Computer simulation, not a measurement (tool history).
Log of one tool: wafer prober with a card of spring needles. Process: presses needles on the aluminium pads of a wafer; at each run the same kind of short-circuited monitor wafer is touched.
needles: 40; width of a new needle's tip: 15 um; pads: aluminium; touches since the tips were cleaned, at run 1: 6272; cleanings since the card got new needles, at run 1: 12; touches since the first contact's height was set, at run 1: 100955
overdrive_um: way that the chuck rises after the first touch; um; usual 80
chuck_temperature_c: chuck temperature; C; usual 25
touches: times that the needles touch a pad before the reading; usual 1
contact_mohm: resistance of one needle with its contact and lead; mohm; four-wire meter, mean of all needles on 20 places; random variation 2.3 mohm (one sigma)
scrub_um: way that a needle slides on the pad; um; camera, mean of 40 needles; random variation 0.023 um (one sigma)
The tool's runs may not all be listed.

| run | hour | overdrive_um | chuck_temperature_c | touches | touches since the tips were cleaned | cleanings since the card got new needles | touches since the first contact's height was set | contact_mohm | scrub_um |
|---|---|---|---|---|---|---|---|---|---|
| 1 | 0.0 | 80 | 25 | 1 | 6272 | 12 | 100955 | 271 | 15.05 |
|  | 3.2 | tips cleaned on abrasive film |
|  | 37.8 | tips cleaned on abrasive film |
| 2 | 41.6 | 80 | 25 | 1 | 817 | 14 | 109863 | 260 | 15.03 |
|  | 74.6 | tips cleaned on abrasive film |
| 3 | 81.8 | 80 | 25 | 1 | 1556 | 15 | 118499 | 262 | 15.05 |
|  | 110.0 | tips cleaned on abrasive film |
| 4 | 126.5 | 80 | 25 | 1 | 3546 | 16 | 128080 | 267 | 15.03 |
|  | 144.1 | tips cleaned on abrasive film |
| 5 | 164.4 | 80 | 25 | 1 | 4353 | 17 | 136217 | 268 | 15.04 |
|  | 177.9 | tips cleaned on abrasive film |
|  | 210.6 | tips cleaned on abrasive film |
| 6 | 232.1 | 80 | 25 | 1 | 4627 | 19 | 150739 | 271 | 14.95 |
|  | 242.4 | tips cleaned on abrasive film |
| 7 | 270.7 | 80 | 25 | 1 | 6093 | 20 | 159040 | 273 | 15.00 |
|  | 277.0 | tips cleaned on abrasive film |
|  | 313.6 | tips cleaned on abrasive film |
| 8 | 335.4 | 80 | 25 | 1 | 4698 | 22 | 172910 | 271 | 14.96 |
|  | 347.2 | tips cleaned on abrasive film |
|  | 347.5 | height of the first contact set anew |
|  | 384.3 | tips cleaned on abrasive film |
| 9 | 399.0 | 80 | 25 | 1 | 3170 | 24 | 11068 | 270 | 15.20 |
|  | 416.9 | tips cleaned on abrasive film |
|  | 449.2 | tips cleaned on abrasive film |
| 10 | 459.9 | 80 | 25 | 1 | 2292 | 26 | 24125 | 262 | 15.15 |
|  | 484.7 | tips cleaned on abrasive film |
|  | 517.2 | tips cleaned on abrasive film |
| 11 | 524.1 | 96 | 25 | 1 | 1500 | 28 | 37914 | 260 | 18.22 |
|  | 553.3 | tips cleaned on abrasive film |
|  | 590.2 | tips cleaned on abrasive film |
| 12 | 596.2 | 78 | 123 | 1 | 1299 | 30 | 53375 | 290 | 14.75 |
|  | 627.3 | tips cleaned on abrasive film |
| 13 | 653.6 | 61 | 42 | 2 | 5660 | 31 | 65712 | 275 | 11.51 |
|  | 660.6 | tips cleaned on abrasive film |
| 14 | 687.7 | 80 | 53 | 1 | 5832 | 32 | 73013 | 277 | 15.11 |
|  | 692.7 | tips cleaned on abrasive film |
|  | 724.5 | tips cleaned on abrasive film |
|  | 757.5 | tips cleaned on abrasive film |
| 15 | 757.6 | 67 | 49 | 1 | 20 | 35 | 87989 | 270 | 12.62 |
|  | 791.0 | tips cleaned on abrasive film |
| 16 | 792.8 | 90 | 25 | 1 | 386 | 36 | 95543 | 254 | 16.95 |
|  | 828.6 | tips cleaned on abrasive film |
| 17 | 858.4 | 99 | 67 | 3 | 6412 | 37 | 109653 | 263 | 18.60 |
|  | 862.3 | tips cleaned on abrasive film |
|  | 898.5 | tips cleaned on abrasive film |
| 18 | 900.6 | 80 | 45 | 1 | 448 | 39 | 118685 | 262 | 15.03 |
|  | 933.3 | tips cleaned on abrasive film |
| 19 | 936.1 | 80 | 101 | 3 | 620 | 40 | 126310 | 280 | 15.06 |
|  | 966.4 | tips cleaned on abrasive film |
| 20 | 966.4 | 80 | 25 | 1 | 0 | 41 | 132807 | 255 | 15.00 |
|  | 1003.8 | tips cleaned on abrasive film |
| 21 | 1016.3 | 78 | 25 | 1 | 2697 | 42 | 143521 | 264 | 14.61 |

Forecast each of these 4 alternatives for the next run:
|  | 1036.3 | tips cleaned on abrasive film |
| A | 1046.4 | 69 | 25 | 3 | 2175 | 43 | 149980 | ? | ? |
|  | 1036.3 | tips cleaned on abrasive film |
| B | 1046.4 | 70 | 73 | 1 | 2175 | 43 | 149980 | ? | ? |
|  | 1036.3 | tips cleaned on abrasive film |
| C | 1046.4 | 80 | 86 | 1 | 2175 | 43 | 149980 | ? | ? |
|  | 1036.3 | tips cleaned on abrasive film |
| D | 1046.4 | 78 | 79 | 1 | 2175 | 43 | 149980 | ? | ? |

| run | contact_mohm | scrub_um |
|---|---|---|
| A | 265 | 12.90 |
| B | 282 | 13.08 |
| C | 277 | 15.04 |
| D | 279 | 14.65 |
Without the tool's hidden state the same runs would have given:
| run | contact_mohm | scrub_um |
|---|---|---|
| A | 260 | 13.09 |
| B | 270 | 13.28 |
| C | 268 | 15.23 |
| D | 269 | 14.84 |
